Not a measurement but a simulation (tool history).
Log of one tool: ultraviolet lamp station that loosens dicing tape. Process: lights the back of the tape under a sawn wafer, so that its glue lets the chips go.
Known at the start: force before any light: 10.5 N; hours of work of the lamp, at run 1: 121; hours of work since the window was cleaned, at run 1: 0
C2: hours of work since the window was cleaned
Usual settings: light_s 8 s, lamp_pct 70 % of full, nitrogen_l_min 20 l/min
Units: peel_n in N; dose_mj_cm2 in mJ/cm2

run 1 hour=0 | light_s=8 lamp_pct=70 nitrogen_l_min=20 | hours_of_work_of_the_lamp=121 C2=0 | peel_n=1.059 dose_mj_cm2=263
run 2 hour=5.7 | light_s=8 lamp_pct=70 nitrogen_l_min=20 | hours_of_work_of_the_lamp=125 C2=4 | peel_n=1.092 dose_mj_cm2=262
run 3 hour=13.1 | light_s=8 lamp_pct=70 nitrogen_l_min=20 | hours_of_work_of_the_lamp=130 C2=10 | peel_n=1.12 dose_mj_cm2=262
run 4 hour=24.3 | light_s=8 lamp_pct=70 nitrogen_l_min=20 | hours_of_work_of_the_lamp=139 C2=19 | peel_n=1.119 dose_mj_cm2=258
run 5 hour=36.3 | light_s=8 lamp_pct=70 nitrogen_l_min=20 | hours_of_work_of_the_lamp=148 C2=28 | peel_n=1.118 dose_mj_cm2=261
run 6 hour=47.5 | light_s=8 lamp_pct=70 nitrogen_l_min=26 | hours_of_work_of_the_lamp=156 C2=36 | peel_n=0.96 dose_mj_cm2=261
run 7 hour=55.6 | light_s=8 lamp_pct=70 nitrogen_l_min=26 | hours_of_work_of_the_lamp=163 C2=42 | peel_n=0.877 dose_mj_cm2=258
run 8 hour=61.1 | light_s=11 lamp_pct=70 nitrogen_l_min=20 | hours_of_work_of_the_lamp=167 C2=46 | peel_n=0.525 dose_mj_cm2=357
run 9 hour=69.6 | light_s=8 lamp_pct=70 nitrogen_l_min=20 | hours_of_work_of_the_lamp=173 C2=53 | peel_n=1.117 dose_mj_cm2=259
run 10 hour=74.5 | light_s=8 lamp_pct=70 nitrogen_l_min=20 | hours_of_work_of_the_lamp=177 C2=57 | peel_n=1.142 dose_mj_cm2=257
run 11 hour=84.4 | light_s=15 lamp_pct=70 nitrogen_l_min=20 | hours_of_work_of_the_lamp=184 C2=64 | peel_n=0.215 dose_mj_cm2=476
run 12 hour=94.9 | light_s=8 lamp_pct=70 nitrogen_l_min=10 | hours_of_work_of_the_lamp=192 C2=72 | peel_n=1.883 dose_mj_cm2=260
run 13 hour=100.6 | light_s=8 lamp_pct=70 nitrogen_l_min=10 | hours_of_work_of_the_lamp=197 C2=76 | peel_n=1.885 dose_mj_cm2=262
run 14 hour=106.4 | light_s=8 lamp_pct=70 nitrogen_l_min=10 | hours_of_work_of_the_lamp=201 C2=81 | peel_n=1.94 dose_mj_cm2=257
run 15 hour=117 | light_s=8 lamp_pct=70 nitrogen_l_min=10 | hours_of_work_of_the_lamp=209 C2=89 | peel_n=1.951 dose_mj_cm2=257
run 16 hour=127.4 | light_s=8 lamp_pct=70 nitrogen_l_min=7 | hours_of_work_of_the_lamp=217 C2=96 | peel_n=2.426 dose_mj_cm2=252
run 17 hour=139 | light_s=8 lamp_pct=76 nitrogen_l_min=7 | hours_of_work_of_the_lamp=226 C2=105 | peel_n=2.08 dose_mj_cm2=274
run 18 hour=144.8 | light_s=12 lamp_pct=76 nitrogen_l_min=7 | hours_of_work_of_the_lamp=230 C2=110 | peel_n=1.007 dose_mj_cm2=413
run 19 hour=156.7 | light_s=12 lamp_pct=76 nitrogen_l_min=7 | hours_of_work_of_the_lamp=239 C2=119 | peel_n=0.99 dose_mj_cm2=411
run 20 hour=163.1 | light_s=15 lamp_pct=67 nitrogen_l_min=7 | hours_of_work_of_the_lamp=244 C2=123 | peel_n=0.789 dose_mj_cm2=450
run 21 hour=170.6 | light_s=9 lamp_pct=70 nitrogen_l_min=29 | hours_of_work_of_the_lamp=250 C2=129 | peel_n=0.696 dose_mj_cm2=280
run 22 hour=176 | light_s=9 lamp_pct=70 nitrogen_l_min=29 | hours_of_work_of_the_lamp=254 C2=133 | peel_n=0.699 dose_mj_cm2=283
run 23 hour=187.2 | light_s=7 lamp_pct=78 nitrogen_l_min=20 | hours_of_work_of_the_lamp=262 C2=142 | peel_n=1.295 dose_mj_cm2=245
run 24 hour=197 | light_s=7 lamp_pct=78 nitrogen_l_min=20 | hours_of_work_of_the_lamp=269 C2=149 | peel_n=1.269 dose_mj_cm2=241
run 25 hour=208 | light_s=5 lamp_pct=89 nitrogen_l_min=28 | hours_of_work_of_the_lamp=278 C2=157 | peel_n=1.552 dose_mj_cm2=200
run 26 hour=213.9 | light_s=6 lamp_pct=70 nitrogen_l_min=13 | hours_of_work_of_the_lamp=282 C2=162 | peel_n=2.668 dose_mj_cm2=189
run 27 hour=224.8 | light_s=8 lamp_pct=70 nitrogen_l_min=7 | hours_of_work_of_the_lamp=290 C2=170 | peel_n=2.606 dose_mj_cm2=248
run 28 hour=232.1 | light_s=10 lamp_pct=76 nitrogen_l_min=7 | hours_of_work_of_the_lamp=296 C2=176 | peel_n=1.522 dose_mj_cm2=333
run 29 hour=242.9 | light_s=10 lamp_pct=76 nitrogen_l_min=7 | hours_of_work_of_the_lamp=304 C2=184 | peel_n=1.563 dose_mj_cm2=331
run 30 hour=253.3 | light_s=10 lamp_pct=76 nitrogen_l_min=7 | hours_of_work_of_the_lamp=312 C2=192 | peel_n=1.556 dose_mj_cm2=333
run 31 hour=264 | light_s=8 lamp_pct=68 nitrogen_l_min=20 | hours_of_work_of_the_lamp=320 C2=200 | peel_n=1.399 dose_mj_cm2=236
run 32 hour=269.1 | light_s=8 lamp_pct=97 nitrogen_l_min=20 | hours_of_work_of_the_lamp=324 C2=204 | peel_n=0.603 dose_mj_cm2=336
run 33 hour=274.3 | light_s=8 lamp_pct=97 nitrogen_l_min=11 | hours_of_work_of_the_lamp=328 C2=208 | peel_n=1.07 dose_mj_cm2=332
run 34 hour=283.5 | light_s=6 lamp_pct=74 nitrogen_l_min=8 | hours_of_work_of_the_lamp=335 C2=214 | peel_n=3.283 dose_mj_cm2=191
run 35 hour=293.4 | light_s=13 lamp_pct=83 nitrogen_l_min=13 | hours_of_work_of_the_lamp=342 C2=222 | peel_n=0.378 dose_mj_cm2=463
run 36 hour=299.1 | light_s=5 lamp_pct=70 nitrogen_l_min=6 | hours_of_work_of_the_lamp=347 C2=226 | peel_n=4.595 dose_mj_cm2=151
run 37 hour=307.8 | light_s=5 lamp_pct=70 nitrogen_l_min=6 | hours_of_work_of_the_lamp=353 C2=233 | peel_n=4.638 dose_mj_cm2=154
run 38 hour=313.9 | light_s=5 lamp_pct=70 nitrogen_l_min=6 | hours_of_work_of_the_lamp=358 C2=237 | peel_n=4.552 dose_mj_cm2=149

Measured less the same run without the tool's hidden state. The same run-to-run variation is in both; the gauge's scatter may not be:
The hidden state here: lamp's light, % of a new lamp's; light that the window lets through, % of a clean one's; drift of the gauge itself on peel_n, %; drift of the gauge itself on dose_mj_cm2, %.
run=1 peel_n=+0.106 dose_mj_cm2=-13
run=2 peel_n=+0.113 dose_mj_cm2=-14
run=3 peel_n=+0.121 dose_mj_cm2=-14
run=4 peel_n=+0.129 dose_mj_cm2=-15
run=5 peel_n=+0.137 dose_mj_cm2=-16
run=6 peel_n=+0.133 dose_mj_cm2=-17
run=7 peel_n=+0.126 dose_mj_cm2=-17
run=8 peel_n=+0.086 dose_mj_cm2=-25
run=9 peel_n=+0.159 dose_mj_cm2=-19
run=10 peel_n=+0.164 dose_mj_cm2=-19
run=11 peel_n=+0.04 dose_mj_cm2=-36
run=12 peel_n=+0.237 dose_mj_cm2=-21
run=13 peel_n=+0.243 dose_mj_cm2=-21
run=14 peel_n=+0.255 dose_mj_cm2=-22
run=15 peel_n=+0.265 dose_mj_cm2=-23
run=16 peel_n=+0.3 dose_mj_cm2=-24
run=17 peel_n=+0.287 dose_mj_cm2=-27
run=18 peel_n=+0.194 dose_mj_cm2=-41
run=19 peel_n=+0.2 dose_mj_cm2=-41
run=20 peel_n=+0.172 dose_mj_cm2=-47
run=21 peel_n=+0.159 dose_mj_cm2=-30
run=22 peel_n=+0.164 dose_mj_cm2=-31
run=23 peel_n=+0.258 dose_mj_cm2=-27
run=24 peel_n=+0.26 dose_mj_cm2=-28
run=25 peel_n=+0.306 dose_mj_cm2=-23
run=26 peel_n=+0.403 dose_mj_cm2=-22
run=27 peel_n=+0.419 dose_mj_cm2=-31
run=28 peel_n=+0.321 dose_mj_cm2=-42
run=29 peel_n=+0.339 dose_mj_cm2=-44
run=30 peel_n=+0.344 dose_mj_cm2=-45
run=31 peel_n=+0.334 dose_mj_cm2=-33
run=32 peel_n=+0.178 dose_mj_cm2=-48
run=33 peel_n=+0.286 dose_mj_cm2=-48
run=34 peel_n=+0.516 dose_mj_cm2=-28
run=35 peel_n=+0.127 dose_mj_cm2=-70
run=36 peel_n=+0.543 dose_mj_cm2=-22
run=37 peel_n=+0.558 dose_mj_cm2=-23
run=38 peel_n=+0.551 dose_mj_cm2=-24
